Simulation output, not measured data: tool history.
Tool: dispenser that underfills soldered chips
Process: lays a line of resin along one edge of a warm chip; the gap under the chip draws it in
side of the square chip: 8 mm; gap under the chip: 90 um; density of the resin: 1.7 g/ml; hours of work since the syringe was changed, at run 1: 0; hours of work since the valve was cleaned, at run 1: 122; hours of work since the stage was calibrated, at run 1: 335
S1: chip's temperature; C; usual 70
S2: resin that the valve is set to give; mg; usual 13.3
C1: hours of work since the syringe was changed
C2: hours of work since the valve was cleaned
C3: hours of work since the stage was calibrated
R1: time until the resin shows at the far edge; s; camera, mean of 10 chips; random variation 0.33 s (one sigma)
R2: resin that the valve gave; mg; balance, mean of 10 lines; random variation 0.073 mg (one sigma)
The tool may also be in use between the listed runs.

run   hour  S1    S2  C1   C2   C3    R1     R2
  1    0.0  70  13.3   0  122  335  16.8  12.42
       8.4  -- new syringe of resin
  2    9.7  70  13.3   1  128  341  17.6  12.35
      17.6  -- new syringe of resin
  3   17.6  66  13.3   0  132  346  19.6  12.37
      22.1  -- dispensing valve cleaned and set on the balance
      27.4  -- new syringe of resin
  4   28.9  70  12.1   1    4  352  17.9  12.11
      37.4  -- new syringe of resin
  5   38.8  70  12.1   1   10  359  17.9  11.90
      46.7  -- new syringe of resin
  6   53.4  70  12.1   4   19  368  21.7  11.98
      56.4  -- new syringe of resin
      65.2  -- new syringe of resin
  7   68.7  70  12.1   2   29  377  18.8  11.83
      74.7  -- new syringe of resin
  8   77.2  72  12.1   2   34  382  17.5  11.74
      83.8  -- new syringe of resin
  9   92.0  72  12.1   5   44  392  22.1  11.81
      93.6  -- new syringe of resin
 10  100.0  70  13.3   4   48  397  21.5  12.95
     102.9  -- new syringe of resin
     112.1  -- new syringe of resin
 11  115.7  70  13.3   2   58  406  19.1  13.01
     121.7  -- new syringe of resin
 12  126.3  70  13.3   3   65  413  20.0  12.91
     130.4  -- new syringe of resin
 13  137.4  70  13.3   4   72  420  22.6  12.75
     139.4  -- new syringe of resin
 14  145.9  70  13.3   4   77  425  21.6  12.74
     148.1  -- new syringe of resin
 15  155.4  70  13.3   5   83  431  23.2  12.66
     158.0  -- new syringe of resin
     166.8  -- new syringe of resin
 16  168.9  70  13.3   1   91  439  18.6  12.74
     175.6  -- new syringe of resin
 17  176.9  70  13.3   1   96  444  17.2  12.61
     184.6  -- new syringe of resin
 18  190.8  72  12.2   4  105  453  20.2  11.45
     194.3  -- new syringe of resin
 19  201.3  57  16.1   5  111  460  38.3  15.10
     203.0  -- new syringe of resin
     208.0  -- stage's temperature calibrated
 20  209.7  57  16.1   4  116    1  34.0  15.06
     212.9  -- new syringe of resin
 21  217.1  57  16.1   3  120    6  33.0  15.03
     222.8  -- new syringe of resin
 22  225.7  77  16.1   2  126   11  12.3  15.02
     232.1  -- new syringe of resin
 23  238.3  83  13.3   4  134   19  11.6  12.24
     240.3  -- dispensing valve cleaned and set on the balance
     241.8  -- new syringe of resin
     250.9  -- new syringe of resin
 24  253.6  83  13.3   2    8   28   9.3  13.24
     260.0  -- new syringe of resin
 25  268.0  70  17.1   5   17   37  20.4  17.07
     269.0  -- new syringe of resin
     278.1  -- new syringe of resin
 26  278.1  58  15.5   0   23   43  26.4  15.40
 27  286.3  83  16.8   5   29   48  12.8  16.45
     287.5  -- new syringe of resin
     296.4  -- new syringe of resin
 28  300.9  72  12.5   3   38   57  17.1  12.26
     305.5  -- new syringe of resin
 29  312.0  65  16.1   4   44   64  24.1  15.70
     314.2  -- new syringe of resin
 30  318.9  55  13.9   3   49   68  38.5  13.52
     323.1  -- new syringe of resin
 31  327.5  73  13.9   3   54   74  16.4  13.51
     332.8  -- new syringe of resin
 32  339.8  73  13.9   4   62   81  18.4  13.33
     341.7  -- new syringe of resin
 33  348.4  73  13.9   4   67   87  18.1  13.34
     350.7  -- new syringe of resin
 34  357.2  73  13.9   4   73   92  18.5  13.28

Hidden state at the last listed run before each entry between runs and at the first one after, where it differs:
Between runs 1 and 2: new syringe of resin (hour 8.4)
  resin's viscosity, % of fresh resin's: 103.5 -> 107.7; dose that the valve gives, % of what is set: 93.27 -> 92.9; true chip temperature over the reading, C: -1.91 -> -1.95
  measured less the result without the state, R1: +2.2 -> +2.9 s; R2: -0.89 -> -0.95 mg
Between runs 2 and 3: new syringe of resin (hour 17.6)
  resin's viscosity, % of fresh resin's: 107.7 -> 100.6; dose that the valve gives, % of what is set: 92.9 -> 92.61; true chip temperature over the reading, C: -1.95 -> -1.98
  measured less the result without the state, R1: +2.9 -> +2.2 s; R2: -0.95 -> -0.99 mg
Between runs 3 and 4: dispensing valve cleaned and set on the balance (hour 22.1); new syringe of resin (hour 27.4)
  resin's viscosity, % of fresh resin's: 100.6 -> 108.2; dose that the valve gives, % of what is set: 92.61 -> 99.85; true chip temperature over the reading, C: -1.98 -> -2.01
  measured less the result without the state, R1: +2.2 -> +2.8 s; R2: -0.99 -> -0.01 mg
Between runs 4 and 5: new syringe of resin (hour 37.4)
  resin's viscosity, % of fresh resin's: 108.2 -> 107; dose that the valve gives, % of what is set: 99.85 -> 99.53; true chip temperature over the reading, C: -2.01 -> -2.05
  measured less the result without the state, R1: +2.8 -> +2.6 s; R2: -0.01 -> -0.06 mg
Between runs 5 and 6: new syringe of resin (hour 46.7)
  resin's viscosity, % of fresh resin's: 107 -> 131.2; dose that the valve gives, % of what is set: 99.53 -> 99.03; true chip temperature over the reading, C: -2.05 -> -2.11
  measured less the result without the state, R1: +2.6 -> +6.7 s; R2: -0.06 -> -0.12 mg
Between runs 6 and 7: new syringe of resin (hour 56.4); new syringe of resin (hour 65.2)
  resin's viscosity, % of fresh resin's: 131.2 -> 115.5; dose that the valve gives, % of what is set: 99.03 -> 98.47; true chip temperature over the reading, C: -2.11 -> -2.17
  measured less the result without the state, R1: +6.7 -> +4.2 s; R2: -0.12 -> -0.19 mg
Between runs 7 and 8: new syringe of resin (hour 74.7)
  resin's viscosity, % of fresh resin's: 115.5 -> 112.2; dose that the valve gives, % of what is set: 98.47 -> 98.19; true chip temperature over the reading, C: -2.17 -> -2.2
  measured less the result without the state, R1: +4.2 -> +3.3 s; R2: -0.19 -> -0.22 mg
Between runs 8 and 9: new syringe of resin (hour 83.8)
  resin's viscosity, % of fresh resin's: 112.2 -> 141.2; dose that the valve gives, % of what is set: 98.19 -> 97.71; true chip temperature over the reading, C: -2.2 -> -2.26
  measured less the result without the state, R1: +3.3 -> +7.9 s; R2: -0.22 -> -0.27 mg
Between runs 9 and 10: new syringe of resin (hour 93.6)
  resin's viscosity, % of fresh resin's: 141.2 -> 132.2; dose that the valve gives, % of what is set: 97.71 -> 97.44; true chip temperature over the reading, C: -2.26 -> -2.29
  measured less the result without the state, R1: +7.9 -> +7.0 s; R2: -0.27 -> -0.34 mg
Between runs 10 and 11: new syringe of resin (hour 102.9); new syringe of resin (hour 112.1)
  resin's viscosity, % of fresh resin's: 132.2 -> 118.4; dose that the valve gives, % of what is set: 97.44 -> 96.87; true chip temperature over the reading, C: -2.29 -> -2.35
  measured less the result without the state, R1: +7.0 -> +4.7 s; R2: -0.34 -> -0.42 mg
Between runs 11 and 12: new syringe of resin (hour 121.7)
  resin's viscosity, % of fresh resin's: 118.4 -> 121.1; dose that the valve gives, % of what is set: 96.87 -> 96.52; true chip temperature over the reading, C: -2.35 -> -2.39
  measured less the result without the state, R1: +4.7 -> +5.3 s; R2: -0.42 -> -0.47 mg
Between runs 12 and 13: new syringe of resin (hour 130.4)
  resin's viscosity, % of fresh resin's: 121.1 -> 135.7; dose that the valve gives, % of what is set: 96.52 -> 96.1; true chip temperature over the reading, C: -2.39 -> -2.43
  measured less the result without the state, R1: +5.3 -> +7.8 s; R2: -0.47 -> -0.52 mg
Between runs 13 and 14: new syringe of resin (hour 139.4)
  resin's viscosity, % of fresh resin's: 135.7 -> 132; dose that the valve gives, % of what is set: 96.1 -> 95.81; true chip temperature over the reading, C: -2.43 -> -2.47
  measured less the result without the state, R1: +7.8 -> +7.2 s; R2: -0.52 -> -0.56 mg
Between runs 14 and 15: new syringe of resin (hour 148.1)
  resin's viscosity, % of fresh resin's: 132 -> 138.3; dose that the valve gives, % of what is set: 95.81 -> 95.45; true chip temperature over the reading, C: -2.47 -> -2.5
  measured less the result without the state, R1: +7.2 -> +8.3 s; R2: -0.56 -> -0.60 mg
Between runs 15 and 16: new syringe of resin (hour 158.0); new syringe of resin (hour 166.8)
  resin's viscosity, % of fresh resin's: 138.3 -> 110.5; dose that the valve gives, % of what is set: 95.45 -> 94.99; true chip temperature over the reading, C: -2.5 -> -2.55
  measured less the result without the state, R1: +8.3 -> +3.8 s; R2: -0.60 -> -0.67 mg
Between runs 16 and 17: new syringe of resin (hour 175.6)
  resin's viscosity, % of fresh resin's: 110.5 -> 104.5; dose that the valve gives, % of what is set: 94.99 -> 94.69; true chip temperature over the reading, C: -2.55 -> -2.58
  measured less the result without the state, R1: +3.8 -> +2.8 s; R2: -0.67 -> -0.71 mg
Between runs 17 and 18: new syringe of resin (hour 184.6)
  resin's viscosity, % of fresh resin's: 104.5 -> 131.7; dose that the valve gives, % of what is set: 94.69 -> 94.19; true chip temperature over the reading, C: -2.58 -> -2.63
  measured less the result without the state, R1: +2.8 -> +7.0 s; R2: -0.71 -> -0.71 mg
Between runs 18 and 19: new syringe of resin (hour 194.3)
  resin's viscosity, % of fresh resin's: 131.7 -> 132.8; dose that the valve gives, % of what is set: 94.19 -> 93.81; true chip temperature over the reading, C: -2.63 -> -2.67
  measured less the result without the state, R1: +7.0 -> +13.2 s; R2: -0.71 -> -1.00 mg
Between runs 19 and 20: new syringe of resin (hour 203.0); stage's temperature calibrated (hour 208.0)
  resin's viscosity, % of fresh resin's: 132.8 -> 128.4; dose that the valve gives, % of what is set: 93.81 -> 93.55; true chip temperature over the reading, C: -2.67 -> -0.58
  measured less the result without the state, R1: +13.2 -> +8.6 s; R2: -1.00 -> -1.04 mg
Between runs 20 and 21: new syringe of resin (hour 212.9)
  resin's viscosity, % of fresh resin's: 128.4 -> 120.3; dose that the valve gives, % of what is set: 93.55 -> 93.28; true chip temperature over the reading, C: -0.58 -> -0.6
  measured less the result without the state, R1: +8.6 -> +6.5 s; R2: -1.04 -> -1.09 mg
Between runs 21 and 22: new syringe of resin (hour 222.8)
  resin's viscosity, % of fresh resin's: 120.3 -> 111.9; dose that the valve gives, % of what is set: 93.28 -> 92.97; true chip temperature over the reading, C: -0.6 -> -0.63
  measured less the result without the state, R1: +6.5 -> +1.7 s; R2: -1.09 -> -1.14 mg
Between runs 22 and 23: new syringe of resin (hour 232.1)
  resin's viscosity, % of fresh resin's: 111.9 -> 129.4; dose that the valve gives, % of what is set: 92.97 -> 92.52; true chip temperature over the reading, C: -0.63 -> -0.68
  measured less the result without the state, R1: +1.7 -> +3.0 s; R2: -1.14 -> -1.00 mg
Between runs 23 and 24: dispensing valve cleaned and set on the balance (hour 240.3); new syringe of resin (hour 241.8); new syringe of resin (hour 250.9)
  resin's viscosity, % of fresh resin's: 129.4 -> 110.8; dose that the valve gives, % of what is set: 92.52 -> 99.61; true chip temperature over the reading, C: -0.68 -> -0.74
  measured less the result without the state, R1: +3.0 -> +1.3 s; R2: -1.00 -> -0.05 mg
Between runs 24 and 25: new syringe of resin (hour 260.0)
  resin's viscosity, % of fresh resin's: 110.8 -> 139.5; dose that the valve gives, % of what is set: 99.61 -> 99.1; true chip temperature over the reading, C: -0.74 -> -0.79
  measured less the result without the state, R1: +1.3 -> +6.2 s; R2: -0.05 -> -0.15 mg
Between runs 25 and 26: new syringe of resin (hour 269.0); new syringe of resin (hour 278.1)
  resin's viscosity, % of fresh resin's: 139.5 -> 101; dose that the valve gives, % of what is set: 99.1 -> 98.77; true chip temperature over the reading, C: -0.79 -> -0.84
  measured less the result without the state, R1: +6.2 -> +1.3 s; R2: -0.15 -> -0.19 mg
Between runs 27 and 28: new syringe of resin (hour 287.5); new syringe of resin (hour 296.4)
  resin's viscosity, % of fresh resin's: 143.4 -> 120.7; dose that the valve gives, % of what is set: 98.52 -> 98.02; true chip temperature over the reading, C: -0.87 -> -0.93
  measured less the result without the state, R1: +4.0 -> +3.5 s; R2: -0.25 -> -0.24 mg
Between runs 28 and 29: new syringe of resin (hour 305.5)
  resin's viscosity, % of fresh resin's: 120.7 -> 131.6; dose that the valve gives, % of what is set: 98.02 -> 97.6; true chip temperature over the reading, C: -0.93 -> -0.97
  measured less the result without the state, R1: +3.5 -> +6.7 s; R2: -0.24 -> -0.38 mg
Between runs 29 and 30: new syringe of resin (hour 314.2)
  resin's viscosity, % of fresh resin's: 131.6 -> 123.8; dose that the valve gives, % of what is set: 97.6 -> 97.38; true chip temperature over the reading, C: -0.97 -> -0.99
  measured less the result without the state, R1: +6.7 -> +8.9 s; R2: -0.38 -> -0.36 mg
Between runs 30 and 31: new syringe of resin (hour 323.1)
  resin's viscosity, % of fresh resin's: 123.8 -> 120.8; dose that the valve gives, % of what is set: 97.38 -> 97.1; true chip temperature over the reading, C: -0.99 -> -1.03
  measured less the result without the state, R1: +8.9 -> +3.5 s; R2: -0.36 -> -0.40 mg
Between runs 31 and 32: new syringe of resin (hour 332.8)
  resin's viscosity, % of fresh resin's: 120.8 -> 133; dose that the valve gives, % of what is set: 97.1 -> 96.63; true chip temperature over the reading, C: -1.03 -> -1.07
  measured less the result without the state, R1: +3.5 -> +5.1 s; R2: -0.40 -> -0.47 mg
Between runs 32 and 33: new syringe of resin (hour 341.7)
  resin's viscosity, % of fresh resin's: 133 -> 134.1; dose that the valve gives, % of what is set: 96.63 -> 96.32; true chip temperature over the reading, C: -1.07 -> -1.1
  measured less the result without the state, R1: +5.1 -> +5.4 s; R2: -0.47 -> -0.52 mg
Between runs 33 and 34: new syringe of resin (hour 350.7)
  resin's viscosity, % of fresh resin's: 134.1 -> 132.3; dose that the valve gives, % of what is set: 96.32 -> 96; true chip temperature over the reading, C: -1.1 -> -1.14
  measured less the result without the state, R1: +5.4 -> +5.1 s; R2: -0.52 -> -0.55 mg

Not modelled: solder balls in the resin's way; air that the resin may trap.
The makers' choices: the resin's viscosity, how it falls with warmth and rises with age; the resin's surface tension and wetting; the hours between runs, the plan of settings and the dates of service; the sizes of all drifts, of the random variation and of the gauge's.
